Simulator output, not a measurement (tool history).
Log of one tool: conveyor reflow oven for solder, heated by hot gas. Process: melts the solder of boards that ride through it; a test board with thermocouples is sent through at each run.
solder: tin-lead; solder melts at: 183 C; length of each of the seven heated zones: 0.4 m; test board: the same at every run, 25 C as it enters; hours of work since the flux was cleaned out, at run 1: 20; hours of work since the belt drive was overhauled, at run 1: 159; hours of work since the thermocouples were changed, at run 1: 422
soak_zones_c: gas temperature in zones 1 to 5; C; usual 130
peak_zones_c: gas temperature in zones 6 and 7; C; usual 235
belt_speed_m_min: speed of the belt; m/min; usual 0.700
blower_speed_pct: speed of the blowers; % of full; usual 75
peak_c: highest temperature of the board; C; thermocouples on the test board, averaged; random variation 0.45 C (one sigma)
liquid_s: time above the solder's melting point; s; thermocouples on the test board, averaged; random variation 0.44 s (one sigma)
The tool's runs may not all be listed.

run	hour	soak_zones_c	peak_zones_c	belt_speed_m_min	blower_speed_pct	hours of work since the flux was cleaned out	hours of work since the belt drive was overhauled	hours of work since the thermocouples were changed	peak_c	liquid_s
1	0.0	130	235	0.700	75	20	159	422	214.0	46.1
2	33.3	130	235	0.700	75	33	173	435	213.6	46.0
3	74.4	130	235	0.700	75	50	189	452	213.4	46.0
4	110.7	130	235	0.700	75	64	204	466	213.8	45.6
5	145.2	130	235	0.700	75	78	218	480	213.5	45.8
6	181.2	130	235	0.700	75	93	232	495	213.0	46.2
7	208.8	130	235	0.700	75	104	243	506	212.8	44.9
# hour 215.9: flux residue cleaned out of gas plates and filters
8	249.9	130	235	0.700	75	14	258	520	213.3	44.6
9	281.2	130	235	0.700	75	26	270	533	213.0	44.0
10	304.2	130	228	0.700	75	35	279	542	207.2	39.4
# hour 347.6: flux residue cleaned out of gas plates and filters, once more
11	348.6	130	228	0.700	75	0	295	558	208.0	41.8
12	388.2	130	228	0.700	75	16	311	574	209.1	41.7
13	411.5	137	237	0.668	73	26	321	583	217.9	54.3
14	451.4	137	237	0.631	88	42	337	599	223.6	61.6

5 ways to go on from here, each from the tool as it stands after run 14. What would each give?
A	478.7	127	235	0.788	59	53	348	610	?	?
B	478.7	144	237	0.668	88	53	348	610	?	?
C	478.7	130	231	0.734	75	53	348	610	?	?
D	478.7	130	240	0.700	90	53	348	610	?	?
E	478.7	140	235	0.700	75	53	348	610	?	?

run	peak_c	liquid_s
A	200.1	26.2
B	222.9	60.2
C	208.6	39.5
D	223.5	53.2
E	215.7	50.7
Without the tool's hidden state the same runs would have given:
run	peak_c	liquid_s
A	201.3	27.4
B	224.1	60.7
C	209.9	40.6
D	224.9	53.9
E	217.0	51.5
